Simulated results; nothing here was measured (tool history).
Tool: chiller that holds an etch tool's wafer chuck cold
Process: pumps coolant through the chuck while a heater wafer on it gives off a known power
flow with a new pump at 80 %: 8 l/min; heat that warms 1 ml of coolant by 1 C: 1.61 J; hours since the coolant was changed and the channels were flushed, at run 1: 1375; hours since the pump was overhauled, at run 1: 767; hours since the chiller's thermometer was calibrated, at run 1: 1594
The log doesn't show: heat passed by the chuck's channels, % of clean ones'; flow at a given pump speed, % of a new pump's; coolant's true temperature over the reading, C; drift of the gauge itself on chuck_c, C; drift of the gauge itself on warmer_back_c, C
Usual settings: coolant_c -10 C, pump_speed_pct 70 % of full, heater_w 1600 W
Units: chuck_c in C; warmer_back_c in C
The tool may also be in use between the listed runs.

run,hour,coolant_c,pump_speed_pct,heater_w,hours since the coolant was changed and the channels were flushed,hours since the pump was overhauled,hours since the chiller's thermometer was calibrated,chuck_c,warmer_back_c
1,0.0,-10,70,1600,1375,767,1594,9.8,8.89
2,94.9,-10,70,1600,1470,862,1689,9.8,8.77
3,239.6,-10,70,1600,1615,1006,1834,9.9,8.82
4,386.5,-10,70,1600,1762,1153,1981,9.9,8.85
5,562.8,-10,70,1600,1938,1329,2157,10.0,8.87
6,646.0,-10,70,1600,2021,1413,2240,10.0,8.91
7,849.0,-10,70,1600,2224,1616,2443,10.1,8.87
8,975.8,-10,70,1600,2351,1742,2570,10.2,8.87
9,1105.7,-10,70,1600,2481,1872,2700,10.2,8.98
10,1202.0,-10,79,2235,2577,1969,2796,16.0,10.89
# hour 1221.4: coolant pump overhauled
11,1405.1,-10,79,2235,2775,184,2994,16.2,11.14
12,1518.8,-10,79,2235,2889,297,3108,16.3,11.16
13,1627.3,-10,79,2235,2998,406,3217,16.5,11.16
14,1756.2,-10,79,2235,3126,535,3346,16.5,11.22
15,1957.7,-7,76,1442,3328,736,3547,10.6,7.58
# hour 2108.0: coolant pump overhauled, once more
16,2130.2,-14,70,1232,3495,22,3714,1.4,6.63
17,2262.8,-18,68,1232,3628,155,3847,-2.3,6.88
18,2382.3,-18,68,1232,3748,274,3967,-2.4,6.84

3 ways to go on from here, each from the tool as it stands after run 18. What would each give?
A,2576.0,-18,79,1232,3941,468,4160,?,?
B,2576.0,-17,95,1161,3941,468,4160,?,?
C,2576.0,-9,82,1793,3941,468,4160,?,?

run,chuck_c,warmer_back_c
A,-3.9,5.84
B,-5.3,4.51
C,11.2,8.19
Without the tool's hidden state the same runs would have given:
run,chuck_c,warmer_back_c
A,-4.4,5.83
B,-5.7,4.50
C,10.4,8.18
